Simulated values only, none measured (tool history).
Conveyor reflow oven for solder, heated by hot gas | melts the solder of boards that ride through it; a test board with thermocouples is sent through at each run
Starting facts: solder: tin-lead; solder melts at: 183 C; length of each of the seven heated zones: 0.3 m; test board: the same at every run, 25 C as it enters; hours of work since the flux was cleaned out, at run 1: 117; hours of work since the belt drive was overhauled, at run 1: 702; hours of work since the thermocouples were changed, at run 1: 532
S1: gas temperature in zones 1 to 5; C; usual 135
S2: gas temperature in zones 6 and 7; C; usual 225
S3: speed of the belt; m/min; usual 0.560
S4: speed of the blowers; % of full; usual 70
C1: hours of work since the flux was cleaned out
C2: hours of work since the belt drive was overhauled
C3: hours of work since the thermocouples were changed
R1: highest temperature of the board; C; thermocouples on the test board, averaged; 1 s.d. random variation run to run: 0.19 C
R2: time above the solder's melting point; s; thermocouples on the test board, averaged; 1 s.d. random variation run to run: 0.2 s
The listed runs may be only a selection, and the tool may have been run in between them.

run,day,S1,S2,S3,S4,C1,C2,C3,R1,R2
1,0.000,135,225,0.560,70,117,702,532,209.3,41.9
2,1.429,135,225,0.560,89,136,721,551,212.2,45.2
3,3.338,135,225,0.560,89,161,746,576,211.9,44.9
4,5.833,135,225,0.560,89,194,779,609,211.7,44.8
# day 8.150: flux residue cleaned out of gas plates and filters
5,8.500,135,225,0.560,89,5,811,641,210.6,44.0
# day 9.742: thermocouples of zones 6 and 7 changed
6,10.275,135,225,0.560,89,27,833,7,210.2,43.4
7,13.433,135,225,0.560,89,69,875,49,210.3,42.9
8,16.075,135,225,0.560,89,103,910,84,209.9,43.0
9,19.138,135,225,0.560,89,144,950,124,209.1,42.6
10,21.333,135,225,0.560,89,173,979,153,208.8,41.8
11,24.533,135,225,0.560,89,215,1022,195,208.6,41.6
# day 25.496: flux residue cleaned out of gas plates and filters
12,26.825,135,225,0.560,89,18,1049,223,214.2,47.1
# day 28.204: flux residue cleaned out of gas plates and filters, once more
13,29.508,135,225,0.560,70,17,1082,255,210.2,43.7
14,31.488,135,225,0.560,70,43,1108,281,210.3,43.8
# day 34.288: belt drive overhauled, speed set with a stopwatch
15,34.392,135,225,0.560,61,79,1,318,207.3,39.3
16,36.508,121,232,0.560,70,107,29,346,212.8,40.3
17,38.371,127,237,0.640,88,132,54,370,217.0,39.0
18,41.771,127,225,0.560,53,177,99,415,202.8,31.9
19,45.067,130,225,0.560,70,220,142,458,207.5,37.7
# day 45.575: flux residue cleaned out of gas plates and filters
20,48.633,141,224,0.506,64,40,187,503,212.2,51.0
21,50.250,141,224,0.506,64,62,208,524,211.5,50.9
22,53.633,135,225,0.610,70,106,252,569,206.8,35.5
23,56.529,143,225,0.610,70,145,291,607,208.1,38.8
24,58.750,143,225,0.610,70,174,320,636,207.9,38.4
# day 60.267: thermocouples of zones 6 and 7 changed
25,61.596,142,225,0.560,61,210,356,17,207.4,41.3
# day 62.750: flux residue cleaned out of gas plates and filters
26,65.083,144,238,0.492,70,31,400,61,226.2,63.8
27,66.708,135,225,0.475,70,52,421,82,214.1,55.1
28,68.975,139,239,0.560,84,82,451,112,225.3,53.7
29,71.596,135,225,0.637,57,117,486,147,201.7,28.4

Measured minus without-hidden-state, run by run (identical run-to-run variation in each term; gauge scatter may differ):
Hidden state present: heat that the gas passes to the board, % of a clean oven's; belt's true speed, % of the reading; true gas temperature in zones 6 and 7 over the reading, C; drift of the gauge itself on peak_c, C; drift of the gauge itself on liquid_s, %.
run,R1,R2
1,-0.7,-0.3
2,-0.9,-0.4
3,-1.2,-0.6
4,-1.5,-0.9
5,-2.3,-1.8
6,-2.7,-2.1
7,-3.1,-2.6
8,-3.4,-2.9
9,-3.8,-3.3
10,-4.1,-3.6
11,-4.5,-4.1
12,+0.7,+1.4
13,+0.8,+1.6
14,+0.6,+1.3
15,-0.3,-0.4
16,-0.8,-0.8
17,-1.4,-1.0
18,-1.2,-1.6
19,-1.7,-2.0
20,+0.3,+0.3
21,+0.2,+0.2
22,-0.5,-0.5
23,-0.7,-0.7
24,-1.0,-1.1
25,-1.7,-1.7
26,+0.1,+0.5
27,+0.0,+0.3
28,-0.3,+0.2
29,-0.6,-0.5

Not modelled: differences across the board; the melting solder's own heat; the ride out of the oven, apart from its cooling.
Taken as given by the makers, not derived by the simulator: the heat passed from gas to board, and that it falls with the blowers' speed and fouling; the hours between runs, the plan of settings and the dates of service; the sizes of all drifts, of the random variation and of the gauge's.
